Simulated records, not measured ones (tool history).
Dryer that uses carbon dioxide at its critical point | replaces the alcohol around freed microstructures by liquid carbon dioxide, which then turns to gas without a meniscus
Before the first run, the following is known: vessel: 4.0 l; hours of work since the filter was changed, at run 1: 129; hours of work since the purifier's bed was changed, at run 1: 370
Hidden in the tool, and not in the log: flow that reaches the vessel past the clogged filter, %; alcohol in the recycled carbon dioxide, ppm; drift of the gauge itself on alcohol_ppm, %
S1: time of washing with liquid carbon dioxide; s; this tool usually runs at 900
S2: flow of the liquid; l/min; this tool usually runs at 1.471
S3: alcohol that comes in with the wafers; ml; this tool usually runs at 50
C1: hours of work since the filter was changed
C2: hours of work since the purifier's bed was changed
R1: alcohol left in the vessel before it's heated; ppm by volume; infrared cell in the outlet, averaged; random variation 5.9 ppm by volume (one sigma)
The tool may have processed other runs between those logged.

run  hour   S1     S2  S3   C1   C2    R1
  1   0.0  900  1.471  50  129  370   346
  2  13.9  900  1.471  50  139  380   370
  3  22.3  900  2.290  50  145  385   135
  4  34.1  900  0.930  50  153  394  1165
  5  48.5  900  0.930  50  163  404  1173
  6  65.6  900  1.471  50  175  416   372
  7  80.6  840  2.150  50  185  426   172
  8  90.2  840  2.150  50  192  433   191

Run 9 is up next; what results do you expect?
  9  102.4  1080  1.540  68  200  441   ?

{"run 9": {"R1": 257}}
With no hidden state in the tool, this same run would have given R1 93 ppm by volume.
